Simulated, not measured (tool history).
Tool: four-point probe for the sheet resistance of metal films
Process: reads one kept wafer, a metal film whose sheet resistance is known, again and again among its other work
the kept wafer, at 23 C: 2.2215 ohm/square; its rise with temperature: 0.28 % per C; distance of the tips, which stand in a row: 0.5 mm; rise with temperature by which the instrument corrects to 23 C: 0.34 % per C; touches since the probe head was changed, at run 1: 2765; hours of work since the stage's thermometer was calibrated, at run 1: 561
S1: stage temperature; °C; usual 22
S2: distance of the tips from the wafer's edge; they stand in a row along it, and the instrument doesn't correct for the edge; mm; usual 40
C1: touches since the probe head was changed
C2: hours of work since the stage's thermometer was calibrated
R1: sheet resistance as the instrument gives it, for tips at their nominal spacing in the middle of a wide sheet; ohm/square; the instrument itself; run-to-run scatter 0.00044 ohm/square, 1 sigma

{"run": 1, "hour": 0.0, "S1": 22, "S2": 40, "C1": 2765, "C2": 561, "R1": 2.222586}
{"run": 2, "hour": 54.6, "S1": 22, "S2": 40, "C1": 3454, "C2": 588, "R1": 2.222892}
{"run": 3, "hour": 109.3, "S1": 22, "S2": 40, "C1": 4147, "C2": 614, "R1": 2.223225}
{"run": 4, "hour": 168.2, "S1": 24, "S2": 40, "C1": 4891, "C2": 643, "R1": 2.220292}
{"run": 5, "hour": 220.2, "S1": 24, "S2": 40, "C1": 5547, "C2": 669, "R1": 2.220226}
{"run": 6, "hour": 253.2, "S1": 30, "S2": 40, "C1": 5964, "C2": 685, "R1": 2.212673}
{"run": 7, "hour": 299.6, "S1": 30, "S2": 40, "C1": 6551, "C2": 708, "R1": 2.2129}
{"run": 8, "hour": 350.7, "S1": 30, "S2": 40, "C1": 7196, "C2": 733, "R1": 2.21287}
{"run": 9, "hour": 387.2, "S1": 30, "S2": 40, "C1": 7658, "C2": 751, "R1": 2.213406}
{"run": 10, "hour": 443.9, "S1": 22, "S2": 40, "C1": 8374, "C2": 779, "R1": 2.223206}
{"run": 11, "hour": 496.5, "S1": 22, "S2": 40, "C1": 9039, "C2": 805, "R1": 2.222635}
{"run": 12, "hour": 532.3, "S1": 22, "S2": 40, "C1": 9491, "C2": 822, "R1": 2.222812}
{"run": 13, "hour": 594.0, "S1": 22, "S2": 14, "C1": 10271, "C2": 853, "R1": 2.224449}
{"run": 14, "hour": 627.1, "S1": 22, "S2": 14, "C1": 10689, "C2": 869, "R1": 2.224089}
{"run": 15, "hour": 673.7, "S1": 22, "S2": 13, "C1": 11278, "C2": 892, "R1": 2.224066}
{"run": 16, "hour": 713.4, "S1": 22, "S2": 20, "C1": 11779, "C2": 911, "R1": 2.222855}
{"run": 17, "hour": 761.3, "S1": 22, "S2": 20, "C1": 12384, "C2": 935, "R1": 2.223511}
{"run": 18, "hour": 813.7, "S1": 22, "S2": 40, "C1": 13046, "C2": 961, "R1": 2.22266}
{"run": 19, "hour": 844.5, "S1": 21, "S2": 8, "C1": 13435, "C2": 976, "R1": 2.228826}
{"run": 20, "hour": 885.4, "S1": 20, "S2": 43, "C1": 13952, "C2": 996, "R1": 2.225087}
{"run": 21, "hour": 923.7, "S1": 20, "S2": 43, "C1": 14436, "C2": 1015, "R1": 2.224199}
{"run": 22, "hour": 961.9, "S1": 26, "S2": 40, "C1": 14920, "C2": 1033, "R1": 2.217734}
{"run": 23, "hour": 1012.2, "S1": 26, "S2": 40, "C1": 15555, "C2": 1058, "R1": 2.217867}
{"run": 24, "hour": 1064.9, "S1": 26, "S2": 40, "C1": 16221, "C2": 1084, "R1": 2.217763}
{"run": 25, "hour": 1094.6, "S1": 26, "S2": 40, "C1": 16596, "C2": 1099, "R1": 2.218276}
{"run": 26, "hour": 1152.9, "S1": 33, "S2": 36, "C1": 17333, "C2": 1127, "R1": 2.209964}
{"run": 27, "hour": 1209.6, "S1": 33, "S2": 36, "C1": 18048, "C2": 1155, "R1": 2.210044}
{"run": 28, "hour": 1251.3, "S1": 33, "S2": 50, "C1": 18575, "C2": 1176, "R1": 2.210064}
{"run": 29, "hour": 1302.2, "S1": 23, "S2": 4, "C1": 19219, "C2": 1201, "R1": 2.24013}
{"run": 30, "hour": 1339.4, "S1": 19, "S2": 9, "C1": 19689, "C2": 1219, "R1": 2.22979}
{"run": 31, "hour": 1395.3, "S1": 30, "S2": 40, "C1": 20395, "C2": 1246, "R1": 2.21351}
{"run": 32, "hour": 1441.3, "S1": 19, "S2": 27, "C1": 20976, "C2": 1269, "R1": 2.226807}
{"run": 33, "hour": 1492.9, "S1": 19, "S2": 27, "C1": 21629, "C2": 1294, "R1": 2.226545}
{"run": 34, "hour": 1537.6, "S1": 19, "S2": 27, "C1": 22194, "C2": 1316, "R1": 2.226489}
{"run": 35, "hour": 1568.3, "S1": 24, "S2": 55, "C1": 22582, "C2": 1331, "R1": 2.220364}
{"run": 36, "hour": 1626.9, "S1": 31, "S2": 6, "C1": 23321, "C2": 1360, "R1": 2.218835}

Below are 3 alternative next runs, each starting from the tool's condition after run 36. Predict each:
{"run": "A", "hour": 1662.1, "S1": 22, "S2": 7, "C1": 23766, "C2": 1378, "R1": "?"}
{"run": "B", "hour": 1662.1, "S1": 26, "S2": 8, "C1": 23766, "C2": 1378, "R1": "?"}
{"run": "C", "hour": 1662.1, "S1": 21, "S2": 17, "C1": 23766, "C2": 1378, "R1": "?"}

run=A R1=2.228299
run=B R1=2.222015
run=C R1=2.224791
Stripped of hidden state, with their random variation kept, the same runs would have yielded:
run=A R1=2.228387
run=B R1=2.222102
run=C R1=2.224879
